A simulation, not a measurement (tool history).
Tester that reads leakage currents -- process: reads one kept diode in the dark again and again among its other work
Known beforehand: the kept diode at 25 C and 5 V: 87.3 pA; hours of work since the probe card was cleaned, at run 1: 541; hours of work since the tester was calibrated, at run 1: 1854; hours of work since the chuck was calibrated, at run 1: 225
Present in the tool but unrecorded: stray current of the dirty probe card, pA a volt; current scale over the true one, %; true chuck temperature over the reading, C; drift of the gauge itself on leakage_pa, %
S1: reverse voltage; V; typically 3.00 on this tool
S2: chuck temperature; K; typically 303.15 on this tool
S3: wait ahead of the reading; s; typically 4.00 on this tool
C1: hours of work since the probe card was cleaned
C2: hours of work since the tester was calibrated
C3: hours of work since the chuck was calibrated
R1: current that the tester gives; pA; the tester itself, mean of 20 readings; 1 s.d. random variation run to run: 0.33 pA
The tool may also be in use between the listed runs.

run,day,S1,S2,S3,C1,C2,C3,R1
1,0.000,3.00,303.15,4.00,541,1854,225,115.65
2,4.779,3.00,303.15,4.00,625,1938,309,114.83
3,10.004,3.00,303.15,4.00,716,2030,401,116.39
4,14.438,3.00,303.15,4.00,794,2107,478,117.47
5,23.675,3.00,303.15,4.00,956,2269,640,117.77
6,32.429,3.00,303.15,4.00,1110,2423,794,118.39
7,39.429,3.00,303.15,2.06,1232,2546,916,119.11
8,43.938,3.00,303.15,2.06,1311,2625,996,119.93
9,52.267,3.00,303.15,4.00,1457,2771,1142,120.39
10,57.004,4.52,303.15,0.77,1541,2854,1225,146.61
11,63.721,3.60,303.15,1.22,1658,2972,1342,132.30
# day 66.579: probe card cleaned and baked
12,68.800,3.36,296.15,0.60,39,3058,1429,66.22
13,72.788,3.36,296.15,0.60,109,3128,1499,66.55
14,79.400,3.36,310.15,4.00,225,3244,1615,230.62
15,85.333,3.36,310.15,4.00,329,3348,1719,230.24
16,94.842,12.86,306.15,0.72,496,3515,1886,299.18
17,98.921,9.06,310.15,8.12,567,3587,1958,362.89
18,106.404,16.38,300.15,0.34,698,3718,2089,204.53

Hidden state at the last listed run before each entry between runs and at the first one after, where it differs:
Run 11 -> run 12: probe card cleaned and baked (day 66.579)
  stray current of the dirty probe card, pA a volt: 1.317 -> 0.066; current scale over the true one, %: 1.61 -> 1.65; true chuck temperature over the reading, C: 0.58 -> 0.61
  measured less the result without the state, R1: +13.04 -> +4.78 pA

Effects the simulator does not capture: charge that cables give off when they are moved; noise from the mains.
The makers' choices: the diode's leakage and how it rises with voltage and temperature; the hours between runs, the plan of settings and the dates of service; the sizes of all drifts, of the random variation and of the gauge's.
